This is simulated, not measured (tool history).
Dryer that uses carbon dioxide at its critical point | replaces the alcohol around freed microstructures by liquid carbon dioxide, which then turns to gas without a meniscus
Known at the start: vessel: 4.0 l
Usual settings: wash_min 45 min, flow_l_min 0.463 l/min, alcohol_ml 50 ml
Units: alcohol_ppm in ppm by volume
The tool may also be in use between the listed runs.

| run | hour | wash_min | flow_l_min | alcohol_ml | alcohol_ppm |
|---|---|---|---|---|---|
| 1 | 0.0 | 45 | 0.463 | 50 | 274 |
| 2 | 35.4 | 45 | 0.463 | 50 | 292 |
| 3 | 74.2 | 67 | 0.463 | 50 | 195 |
| 4 | 96.2 | 45 | 0.463 | 56 | 318 |
| 5 | 137.7 | 45 | 0.463 | 56 | 338 |
|  | 141.1 | inlet filter changed |
| 6 | 186.2 | 45 | 0.463 | 56 | 281 |
| 7 | 230.4 | 45 | 0.463 | 56 | 278 |
| 8 | 254.5 | 45 | 0.463 | 31 | 237 |
| 9 | 295.7 | 45 | 0.463 | 31 | 259 |
| 10 | 326.3 | 45 | 0.463 | 50 | 297 |
| 11 | 364.2 | 45 | 0.463 | 50 | 315 |
| 12 | 384.3 | 45 | 0.463 | 61 | 329 |
| 13 | 428.4 | 65 | 0.463 | 50 | 242 |
| 14 | 465.2 | 65 | 0.463 | 50 | 228 |
|  | 497.0 | purifier's bed changed |
| 15 | 512.9 | 65 | 0.463 | 50 | 24 |
| 16 | 555.2 | 45 | 0.463 | 50 | 116 |
| 17 | 585.9 | 45 | 0.463 | 50 | 124 |
| 18 | 614.8 | 45 | 0.463 | 50 | 141 |
| 19 | 654.2 | 45 | 0.463 | 50 | 135 |
| 20 | 685.4 | 45 | 0.463 | 50 | 147 |
| 21 | 711.6 | 45 | 0.463 | 50 | 148 |
| 22 | 753.8 | 45 | 0.463 | 50 | 167 |
| 23 | 774.8 | 45 | 0.463 | 50 | 166 |
| 24 | 816.5 | 45 | 0.463 | 50 | 166 |
| 25 | 845.2 | 28 | 0.481 | 50 | 699 |
| 26 | 866.7 | 49 | 0.357 | 34 | 233 |
|  | 888.5 | inlet filter changed |
| 27 | 910.6 | 39 | 0.660 | 49 | 89 |
| 28 | 951.1 | 44 | 0.739 | 49 | 81 |
| 29 | 987.9 | 44 | 0.739 | 49 | 82 |
| 30 | 1022.0 | 52 | 0.683 | 45 | 89 |
| 31 | 1060.0 | 31 | 0.463 | 110 | 943 |
| 32 | 1096.7 | 31 | 0.463 | 110 | 958 |
| 33 | 1128.7 | 31 | 0.463 | 110 | 977 |
| 34 | 1156.8 | 31 | 0.463 | 110 | 1007 |
| 35 | 1200.1 | 31 | 0.463 | 110 | 1028 |
| 36 | 1222.6 | 45 | 0.414 | 60 | 294 |
| 37 | 1243.1 | 45 | 0.414 | 60 | 304 |
| 38 | 1265.9 | 45 | 0.463 | 35 | 182 |
| 39 | 1300.5 | 58 | 0.463 | 50 | 149 |
| 40 | 1339.7 | 45 | 0.315 | 46 | 572 |
| 41 | 1363.7 | 66 | 0.567 | 50 | 134 |
| 42 | 1390.1 | 61 | 0.495 | 45 | 141 |
| 43 | 1436.6 | 71 | 0.709 | 34 | 143 |
| 44 | 1457.9 | 71 | 0.709 | 34 | 142 |
| 45 | 1483.9 | 55 | 0.421 | 50 | 216 |

Forecast each of these 4 alternatives for the next run:
| A | 1518.3 | 55 | 0.362 | 21 | ? |
| B | 1518.3 | 55 | 0.421 | 22 | ? |
| C | 1518.3 | 59 | 0.463 | 50 | ? |
| D | 1518.3 | 57 | 0.541 | 21 | ? |

| run | alcohol_ppm |
|---|---|
| A | 217 |
| B | 167 |
| C | 186 |
| D | 158 |
Without the tool's hidden state the same runs would have given:
| run | alcohol_ppm |
|---|---|
| A | 47 |
| B | 9 |
| C | 25 |
| D | 12 |
